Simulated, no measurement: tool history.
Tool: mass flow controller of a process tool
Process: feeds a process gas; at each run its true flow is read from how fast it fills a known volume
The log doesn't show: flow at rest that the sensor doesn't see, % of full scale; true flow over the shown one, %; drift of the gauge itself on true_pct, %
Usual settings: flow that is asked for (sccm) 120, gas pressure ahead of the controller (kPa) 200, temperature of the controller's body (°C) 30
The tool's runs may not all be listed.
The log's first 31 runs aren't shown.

run,day,flow that is asked for (sccm),gas pressure ahead of the controller (kPa),temperature of the controller's body (°C),hours of work since the controller was set to zero,hours of work since the controller was changed,true flow (%)
32,211.754,128,277,27,4398,4398,99.92
33,217.788,86,200,22,4444,4444,98.53
34,227.288,163,200,23,4515,4515,99.41
35,231.525,163,200,23,4547,4547,99.37
36,239.371,163,200,23,4606,4606,99.39
37,244.175,163,200,23,4641,4641,99.34
38,253.038,153,215,25,4708,4708,99.67
39,259.408,153,215,25,4756,4756,99.66
40,264.788,153,215,25,4796,4796,99.64
41,270.5,153,221,23,4839,4839,99.34
42,277.379,39,200,22,4890,4890,98.1
43,282.504,39,200,31,4929,4929,99.06
44,290.512,120,200,39,4989,4989,100.79
45,298.171,106,144,26,5046,5046,98.89
46,306.646,106,144,26,5110,5110,98.65
47,316.133,106,144,26,5181,5181,98.71

4 ways to go on from here, each from the tool as it stands after run 47. What would each give?
A,322.35,23,200,30,5228,5228,?
B,322.35,35,144,34,5228,5228,?
C,322.35,37,265,28,5228,5228,?
D,322.35,120,144,30,5228,5228,?

run,true flow (%)
A,98.75
B,98.98
C,99.03
D,99.34
Without the tool's hidden state the same runs would have given:
run,true flow (%)
A,98.7
B,98.96
C,99
D,99.35

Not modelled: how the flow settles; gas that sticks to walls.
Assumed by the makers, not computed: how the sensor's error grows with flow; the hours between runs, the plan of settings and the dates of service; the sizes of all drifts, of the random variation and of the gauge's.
